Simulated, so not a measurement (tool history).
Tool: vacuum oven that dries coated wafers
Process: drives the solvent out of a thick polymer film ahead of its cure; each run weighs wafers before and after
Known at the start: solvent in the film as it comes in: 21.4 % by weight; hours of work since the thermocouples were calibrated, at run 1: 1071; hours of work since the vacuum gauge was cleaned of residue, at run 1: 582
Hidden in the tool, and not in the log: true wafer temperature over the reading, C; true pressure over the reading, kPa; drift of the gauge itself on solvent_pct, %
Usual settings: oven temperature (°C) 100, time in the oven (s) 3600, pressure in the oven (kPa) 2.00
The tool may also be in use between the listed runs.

run	hour	oven temperature (°C)	time in the oven (s)	pressure in the oven (kPa)	hours of work since the thermocouples were calibrated	hours of work since the vacuum gauge was cleaned of residue	solvent left in the film (%)
1	0.0	100	3600	2.00	1071	582	2.19
2	24.0	100	3600	2.00	1087	597	2.20
3	58.2	100	5220	2.00	1109	620	1.42
4	79.1	100	5220	2.00	1123	634	1.43
5	100.9	100	5220	2.00	1137	648	1.41
6	117.3	100	5220	2.00	1148	659	1.42
7	145.8	100	3600	2.00	1167	678	2.21
8	177.9	100	3600	2.00	1188	699	2.18
9	208.2	95	3600	2.00	1208	719	3.62
10	240.7	100	3600	2.00	1230	740	2.16
11	275.9	100	3600	2.00	1253	764	2.15
12	304.5	100	3600	2.00	1272	782	2.18
13	326.4	104	3600	2.00	1286	797	1.43
14	355.2	110	1920	1.65	1305	816	1.71
15	378.2	110	1920	1.65	1320	831	1.70
16	406.4	100	3840	1.31	1339	850	1.66
17	432.4	106	3600	2.00	1356	867	1.20
18	464.1	106	3600	2.00	1377	888	1.20
19	491.6	94	1920	6.10	1395	906	9.22
20	511.8	96	3600	2.62	1408	919	3.60
21	528.7	100	2460	1.74	1419	930	3.51
22	546.5	100	2460	1.74	1431	942	3.50
23	568.3	100	2460	1.74	1446	956	3.51

4 ways to go on from here, each from the tool as it stands after run 23. What would each give?
A	591.8	106	2160	1.74	1461	972	?
B	591.8	90	2160	7.36	1461	972	?
C	591.8	95	2460	1.14	1461	972	?
D	591.8	104	2460	1.74	1461	972	?

run	solvent left in the film (%)
A	2.25
B	11.08
C	5.14
D	2.30
Without the tool's hidden state the same runs would have given:
run	solvent left in the film (%)
A	2.39
B	11.39
C	5.41
D	2.45
